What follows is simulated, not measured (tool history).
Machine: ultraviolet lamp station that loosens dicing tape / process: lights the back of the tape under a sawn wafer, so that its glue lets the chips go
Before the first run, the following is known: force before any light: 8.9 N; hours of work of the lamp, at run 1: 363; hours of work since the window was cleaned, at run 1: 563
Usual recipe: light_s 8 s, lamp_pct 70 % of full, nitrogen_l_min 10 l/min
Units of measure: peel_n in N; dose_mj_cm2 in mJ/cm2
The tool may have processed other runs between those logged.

| run | hour | light_s | lamp_pct | nitrogen_l_min | hours of work of the lamp | hours of work since the window was cleaned | peel_n | dose_mj_cm2 |
|---|---|---|---|---|---|---|---|---|
| 1 | 0.0 | 8 | 70 | 10 | 363 | 563 | 1.475 | 144 |
|  | 37.2 | window cleaned of glue's vapour |
| 2 | 39.9 | 8 | 70 | 4 | 380 | 1 | 2.696 | 133 |
| 3 | 73.7 | 8 | 70 | 10 | 395 | 16 | 1.635 | 133 |
| 4 | 111.6 | 8 | 70 | 10 | 412 | 33 | 1.760 | 134 |
| 5 | 154.7 | 8 | 70 | 13 | 431 | 52 | 1.471 | 132 |
| 6 | 193.4 | 8 | 70 | 13 | 449 | 70 | 1.447 | 133 |
| 7 | 215.3 | 8 | 70 | 10 | 459 | 79 | 1.829 | 130 |
| 8 | 251.7 | 8 | 70 | 10 | 475 | 96 | 1.774 | 136 |
| 9 | 278.7 | 8 | 78 | 10 | 487 | 108 | 1.533 | 145 |
|  | 298.7 | window cleaned of glue's vapour, once more |
| 10 | 309.4 | 8 | 70 | 10 | 500 | 5 | 1.158 | 165 |
| 11 | 348.6 | 8 | 70 | 12 | 518 | 22 | 1.024 | 166 |
| 12 | 379.7 | 5 | 79 | 10 | 532 | 36 | 2.142 | 121 |
| 13 | 401.5 | 8 | 86 | 4 | 541 | 46 | 1.506 | 203 |
| 14 | 443.1 | 8 | 89 | 3 | 560 | 64 | 1.754 | 205 |
| 15 | 490.5 | 6 | 89 | 3 | 581 | 86 | 2.719 | 154 |
| 16 | 529.6 | 5 | 77 | 12 | 599 | 103 | 2.160 | 106 |
| 17 | 554.1 | 8 | 68 | 4 | 609 | 114 | 2.375 | 155 |
| 18 | 585.0 | 13 | 80 | 10 | 623 | 128 | 0.303 | 289 |
| 19 | 605.4 | 15 | 70 | 14 | 632 | 137 | 0.214 | 294 |

Branching from run 19: 3 alternative next runs. What would each branch give?
| A | 642.0 | 16 | 70 | 16 | 649 | 153 | ? | ? |
| B | 642.0 | 15 | 83 | 17 | 649 | 153 | ? | ? |
| C | 642.0 | 6 | 74 | 7 | 649 | 153 | ? | ? |

| run | peel_n | dose_mj_cm2 |
|---|---|---|
| A | 0.160 | 309 |
| B | 0.131 | 347 |
| C | 2.332 | 122 |
With no hidden state in the tool, these same runs would have given:
| run | peel_n | dose_mj_cm2 |
|---|---|---|
| A | 0.108 | 370 |
| B | 0.098 | 415 |
| C | 1.806 | 146 |
